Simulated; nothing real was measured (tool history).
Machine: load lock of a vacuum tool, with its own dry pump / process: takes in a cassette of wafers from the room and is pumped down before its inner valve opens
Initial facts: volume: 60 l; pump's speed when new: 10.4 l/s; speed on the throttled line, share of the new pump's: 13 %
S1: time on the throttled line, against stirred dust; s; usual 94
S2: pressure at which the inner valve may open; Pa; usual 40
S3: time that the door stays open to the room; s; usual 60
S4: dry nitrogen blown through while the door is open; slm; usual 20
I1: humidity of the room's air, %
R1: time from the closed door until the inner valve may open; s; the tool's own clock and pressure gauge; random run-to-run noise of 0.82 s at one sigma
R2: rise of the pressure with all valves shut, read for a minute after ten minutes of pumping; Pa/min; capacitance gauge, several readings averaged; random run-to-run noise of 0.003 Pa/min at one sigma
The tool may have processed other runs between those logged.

| run | day | S1 | S2 | S3 | S4 | I1 | R1 | R2 |
|---|---|---|---|---|---|---|---|---|
| 1 | 0.000 | 94 | 40 | 60 | 20 | 46.9 | 127.5 | 0.028 |
| 2 | 13.721 | 94 | 40 | 60 | 20 | 43.4 | 126.9 | 0.028 |
| 3 | 23.975 | 94 | 40 | 60 | 20 | 43.3 | 126.0 | 0.024 |
| 4 | 34.588 | 94 | 40 | 60 | 20 | 50.8 | 127.0 | 0.026 |
| 5 | 51.792 | 94 | 40 | 60 | 20 | 47.1 | 127.5 | 0.028 |
| 6 | 70.396 | 94 | 40 | 60 | 20 | 40.7 | 128.5 | 0.025 |
| 7 | 85.425 | 94 | 40 | 60 | 20 | 44.6 | 128.7 | 0.028 |
| 8 | 94.721 | 94 | 40 | 60 | 20 | 44.7 | 127.3 | 0.024 |
| 9 | 109.396 | 94 | 40 | 60 | 20 | 47.5 | 126.7 | 0.029 |
| 10 | 122.050 | 94 | 40 | 60 | 20 | 46.6 | 126.7 | 0.031 |
| 11 | 136.971 | 94 | 40 | 60 | 20 | 43.5 | 125.9 | 0.028 |
| 12 | 155.704 | 94 | 40 | 60 | 20 | 45.8 | 127.7 | 0.031 |
| 13 | 171.912 | 94 | 40 | 60 | 20 | 44.1 | 126.8 | 0.026 |
| 14 | 183.733 | 94 | 40 | 60 | 20 | 44.3 | 127.3 | 0.031 |
| 15 | 202.021 | 81 | 29 | 60 | 20 | 42.6 | 115.3 | 0.024 |
| 16 | 211.688 | 47 | 40 | 60 | 28 | 44.9 | 86.2 | 0.029 |
| 17 | 229.283 | 47 | 40 | 60 | 28 | 45.4 | 86.3 | 0.024 |
| 18 | 243.658 | 94 | 40 | 85 | 5 | 45.8 | 127.4 | 0.047 |

Not shown here: 1 entry made in the log between runs. Locate each between two listed runs and compare the hidden state at the listed run before it with the hidden state at the listed run after it:
From run 11 to run 12: dry pump taken out, an overhauled one fitted (day 153.288)
  leak at the door's seal, Pa l/s: 0.0022 -> 0.0023
